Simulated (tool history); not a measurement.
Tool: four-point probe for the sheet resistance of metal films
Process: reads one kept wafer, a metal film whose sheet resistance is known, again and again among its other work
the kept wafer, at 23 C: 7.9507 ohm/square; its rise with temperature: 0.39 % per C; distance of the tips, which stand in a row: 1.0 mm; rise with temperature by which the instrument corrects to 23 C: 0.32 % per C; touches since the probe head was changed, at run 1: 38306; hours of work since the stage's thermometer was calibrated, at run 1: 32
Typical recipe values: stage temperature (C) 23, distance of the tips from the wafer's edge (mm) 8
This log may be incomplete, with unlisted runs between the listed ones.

run    hour  stage temperature (C)  distance of the tips from the wafer's edge (mm)  touches since the probe head was changed  hours of work since the stage's thermometer was calibrated  sheet resistance as the instrument gives it (ohm/square)
  1     0.0                     23                                                8                                     38306                                                          32                                                  8.054861
  2    42.9                     23                                                8                                     40088                                                          67                                                  8.057798
  3    94.8                     23                                                8                                     42239                                                         108                                                  8.058301
  4   145.4                     27                                                8                                     44338                                                         148                                                  8.080953
  5   210.3                     23                                               13                                     47032                                                         200                                                  8.022795
  6   239.8                     23                                               13                                     48253                                                         224                                                  8.019872
  7   291.5                     23                                               13                                     50400                                                         265                                                  8.025934
  8   345.5                     23                                               32                                     52639                                                         308                                                  8.005918
  9   396.4                     20                                                8                                     54753                                                         348                                                  8.051077
 10   455.6                     20                                                8                                     57207                                                         396                                                  8.059529
 11   495.4                     23                                                8                                     58859                                                         427                                                  8.073916
 12   559.5                     23                                                8                                     61515                                                         478                                                  8.078301
 13   602.6                     23                                                8                                     63305                                                         513                                                  8.082149
 14   662.2                     31                                                8                                     65779                                                         560                                                  8.122813
 15   716.9                     31                                                8                                     68045                                                         604                                                  8.125096
 16   779.1                     31                                                8                                     70628                                                         654                                                  8.131036
 17   808.9                     31                                                8                                     71865                                                         677                                                  8.130639
 18   839.1                     31                                                8                                     73118                                                         701                                                  8.130907
 19   890.8                     28                                               10                                     75261                                                         743                                                  8.096716
 20   942.3                     19                                                8                                     77399                                                         784                                                  8.074648
 21  1000.8                     34                                                6                                     79823                                                         830                                                  8.204890
 22  1028.2                     26                                               19                                     80960                                                         852                                                  8.062348
 23  1084.9                     20                                               39                                     83314                                                         897                                                  8.022945
 24  1145.9                     20                                               39                                     85844                                                         946                                                  8.024694
 25  1188.9                     20                                               39                                     87626                                                         980                                                  8.025942
     1195.1  -- stage's thermometer calibrated
 26  1216.2                     25                                               39                                     88741                                                          17                                                  8.049139
     1276.2  -- new probe head fitted
 27  1283.3                     25                                               39                                       296                                                          70                                                  7.936872
     1324.1  -- stage's thermometer calibrated, once more
 28  1326.7                     19                                               66                                      2075                                                           2                                                  7.925965
 29  1365.2                     23                                               29                                      3669                                                          33                                                  7.944991
 30  1405.1                     27                                               20                                      5327                                                          65                                                  7.977806
 31  1441.4                     27                                                7                                      6833                                                          94                                                  8.054864
 32  1489.2                     23                                               69                                      8816                                                         132                                                  7.951618
 33  1545.9                     23                                               69                                     11165                                                         177                                                  7.954761
 34  1584.6                     23                                               69                                     12774                                                         208                                                  7.955367
 35  1614.9                     19                                               29                                     14031                                                         232                                                  7.939569
 36  1666.1                     30                                               23                                     16154                                                         273                                                  8.002721

Entry by entry between the runs, the difference in hidden state between the last listed run before and the first listed run after:
After run 25, before run 26: stage's thermometer calibrated (hour 1195.1)
  inner tips' distance over the nominal, %: 1.138 -> 1.153; wafer's true temperature over the reading, C: -0.33 -> -0.52
  measured minus no-state result, sheet resistance as the instrument gives it (ohm/square): +0.087594 -> +0.083443
After run 26, before run 27: new probe head fitted (hour 1276.2)
  inner tips' distance over the nominal, %: 1.153 -> -0.13; tips' flats over new ones', %: 42 -> 0; wafer's true temperature over the reading, C: -0.52 -> -0.54
  measured minus no-state result, sheet resistance as the instrument gives it (ohm/square): +0.083443 -> -0.027690
After run 27, before run 28: stage's thermometer calibrated, once more (hour 1324.1)
  inner tips' distance over the nominal, %: -0.13 -> -0.103; tips' flats over new ones', %: 0 -> 1; wafer's true temperature over the reading, C: -0.54 -> 0.04
  measured minus no-state result, sheet resistance as the instrument gives it (ohm/square): -0.027690 -> -0.007681

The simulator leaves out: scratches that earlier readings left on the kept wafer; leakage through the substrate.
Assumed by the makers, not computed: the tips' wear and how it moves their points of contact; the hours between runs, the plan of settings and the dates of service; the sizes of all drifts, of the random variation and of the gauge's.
